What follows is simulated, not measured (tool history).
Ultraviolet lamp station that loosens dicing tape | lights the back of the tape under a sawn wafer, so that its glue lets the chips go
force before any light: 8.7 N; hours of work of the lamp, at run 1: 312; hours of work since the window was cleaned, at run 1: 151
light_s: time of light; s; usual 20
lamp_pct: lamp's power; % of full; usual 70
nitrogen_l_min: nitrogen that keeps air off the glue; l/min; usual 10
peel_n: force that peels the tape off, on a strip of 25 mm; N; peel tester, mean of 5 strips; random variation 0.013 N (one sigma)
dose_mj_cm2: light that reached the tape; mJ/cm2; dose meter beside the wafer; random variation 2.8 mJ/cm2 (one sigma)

run	day	light_s	lamp_pct	nitrogen_l_min	hours of work of the lamp	hours of work since the window was cleaned	peel_n	dose_mj_cm2
1	0.000	20	70	10	312	151	0.829	320
2	0.992	29	70	10	330	169	0.414	461
3	1.779	29	70	10	345	183	0.408	455
4	2.475	29	70	10	357	196	0.420	459
5	3.192	29	70	10	371	209	0.431	452
6	4.154	29	70	10	388	227	0.417	448
7	4.804	29	70	10	400	238	0.447	444
8	5.454	20	70	14	412	250	0.801	301
9	6.217	20	70	14	426	264	0.841	296
10	6.733	20	70	10	435	274	0.994	297
11	7.500	26	70	10	449	288	0.585	382
12	8.008	20	70	10	458	297	1.022	293
13	8.883	29	70	10	474	313	0.489	412
14	9.696	29	70	10	489	328	0.506	413
15	10.354	29	70	10	501	340	0.512	413
16	11.333	29	70	10	519	358	0.544	406
17	12.088	29	70	10	533	371	0.513	402
18	12.575	20	85	15	542	380	0.665	338
19	13.054	25	85	19	550	389	0.408	417
# day 13.142: window cleaned of glue's vapour
20	13.867	19	85	10	565	13	0.906	307
21	14.404	19	85	10	575	23	0.890	307
22	15.121	15	85	17	588	36	1.236	238
23	15.725	10	73	6	599	47	3.414	135
24	16.312	37	73	6	609	58	0.437	498
# day 17.042: window cleaned of glue's vapour, once more
25	17.371	37	86	6	628	6	0.306	634
26	17.950	37	86	6	639	17	0.306	632
27	18.854	37	66	9	655	33	0.387	482
28	19.412	28	88	10	665	43	0.388	483
29	19.904	18	70	10	674	52	1.392	240
30	20.688	17	70	5	689	66	2.055	227
31	21.496	17	70	5	703	81	2.112	227
32	22.562	20	70	9	723	101	1.294	260
33	23.100	20	79	9	733	111	1.111	291
34	24.075	37	67	16	751	128	0.364	451

How the hidden state differs across the entries between the runs, from the last listed run before each to the first after it:
Between runs 19 and 20: window cleaned of glue's vapour (day 13.142)
  lamp's light, % of a new lamp's: 76 -> 75.4; light that the window lets through, % of a clean one's: 93.3 -> 92.2
  measured less the result without the state, peel_n: +0.153 -> +0.468 N; dose_mj_cm2: -171 -> -136 mJ/cm2
Between runs 24 and 25: window cleaned of glue's vapour, once more (day 17.042)
  lamp's light, % of a new lamp's: 73.6 -> 72.7; light that the window lets through, % of a clean one's: 91.4 -> 99.7
  measured less the result without the state, peel_n: +0.196 -> +0.076 N; dose_mj_cm2: -243 -> -241 mJ/cm2

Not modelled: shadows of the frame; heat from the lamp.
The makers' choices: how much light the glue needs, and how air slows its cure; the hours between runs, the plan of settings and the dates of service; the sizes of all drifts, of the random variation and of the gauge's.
